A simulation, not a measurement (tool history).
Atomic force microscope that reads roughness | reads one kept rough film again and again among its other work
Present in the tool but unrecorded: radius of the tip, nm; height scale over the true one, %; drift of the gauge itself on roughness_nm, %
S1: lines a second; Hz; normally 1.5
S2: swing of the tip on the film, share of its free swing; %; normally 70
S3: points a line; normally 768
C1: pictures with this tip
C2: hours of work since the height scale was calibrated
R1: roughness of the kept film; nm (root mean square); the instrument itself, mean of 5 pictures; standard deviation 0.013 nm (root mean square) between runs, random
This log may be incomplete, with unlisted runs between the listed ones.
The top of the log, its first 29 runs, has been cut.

-- hour=1910.7 new tip fitted
run 30 hour=1944.4 | S1=1.78 S2=70 S3=272 | C1=58 C2=1633 | R1=2.852
-- hour=1955 new tip fitted
-- hour=1999.3 new tip fitted
run 31 hour=2013 | S1=1.78 S2=70 S3=272 | C1=24 C2=1677 | R1=2.88
-- hour=2043.3 new tip fitted
run 32 hour=2058.6 | S1=2.05 S2=64 S3=449 | C1=26 C2=1707 | R1=2.903
-- hour=2088.9 new tip fitted
run 33 hour=2128.3 | S1=1.5 S2=89 S3=558 | C1=67 C2=1753 | R1=2.675
-- hour=2133.9 new tip fitted
-- hour=2183 new tip fitted
run 34 hour=2186.5 | S1=3.19 S2=70 S3=679 | C1=5 C2=1791 | R1=2.804
-- hour=2231.1 new tip fitted
run 35 hour=2246.8 | S1=3.29 S2=65 S3=322 | C1=27 C2=1830 | R1=2.811
-- hour=2277.2 new tip fitted
run 36 hour=2297.7 | S1=2.79 S2=72 S3=768 | C1=36 C2=1863 | R1=2.769
-- hour=2325.8 new tip fitted
-- hour=2337.5 height scale calibrated on a step standard
run 37 hour=2358.5 | S1=0.57 S2=71 S3=289 | C1=55 C2=14 | R1=2.98
-- hour=2371.3 new tip fitted
-- hour=2415.4 new tip fitted
run 38 hour=2449.1 | S1=0.57 S2=71 S3=289 | C1=58 C2=73 | R1=2.995
-- hour=2458 new tip fitted
run 39 hour=2491.9 | S1=2.19 S2=70 S3=572 | C1=58 C2=101 | R1=2.869
-- hour=2503.3 new tip fitted
-- hour=2547.6 new tip fitted
run 40 hour=2560.5 | S1=2.19 S2=70 S3=572 | C1=22 C2=145 | R1=2.882
-- hour=2595.3 new tip fitted
-- hour=2638.9 new tip fitted
run 41 hour=2638.9 | S1=2.19 S2=70 S3=572 | C1=0 C2=196 | R1=2.915
-- hour=2687.3 new tip fitted
run 42 hour=2689.6 | S1=1.5 S2=81 S3=768 | C1=4 C2=229 | R1=2.88
-- hour=2730.9 new tip fitted
run 43 hour=2769.6 | S1=1.88 S2=76 S3=768 | C1=67 C2=282 | R1=2.803
-- hour=2775.7 new tip fitted
-- hour=2819 new tip fitted
run 44 hour=2850.5 | S1=1.88 S2=76 S3=768 | C1=54 C2=335 | R1=2.829
-- hour=2862.8 new tip fitted
-- hour=2906.3 new tip fitted
run 45 hour=2939.1 | S1=0.81 S2=70 S3=275 | C1=56 C2=392 | R1=2.964
-- hour=2952.8 new tip fitted
-- hour=2999.2 new tip fitted
run 46 hour=2999.2 | S1=0.81 S2=70 S3=275 | C1=0 C2=431 | R1=3.037

Alternative continuations, all from the tool just after run 46; predict every row:
run A hour=3035.4 | S1=0.53 S2=70 S3=768 | C1=62 C2=455 | R1=?
run B hour=3035.4 | S1=0.81 S2=70 S3=763 | C1=62 C2=455 | R1=?
run C hour=3035.4 | S1=2.68 S2=70 S3=768 | C1=62 C2=455 | R1=?
run D hour=3035.4 | S1=1.5 S2=74 S3=291 | C1=62 C2=455 | R1=?
run E hour=3035.4 | S1=1.5 S2=70 S3=512 | C1=62 C2=455 | R1=?

run=A R1=2.968
run=B R1=2.948
run=C R1=2.792
run=D R1=2.878
run=E R1=2.906
With the hidden condition removed and each run's random variation left untouched, the same runs would have given:
run=A R1=3.083
run=B R1=3.062
run=C R1=2.9
run=D R1=2.989
run=E R1=3.018
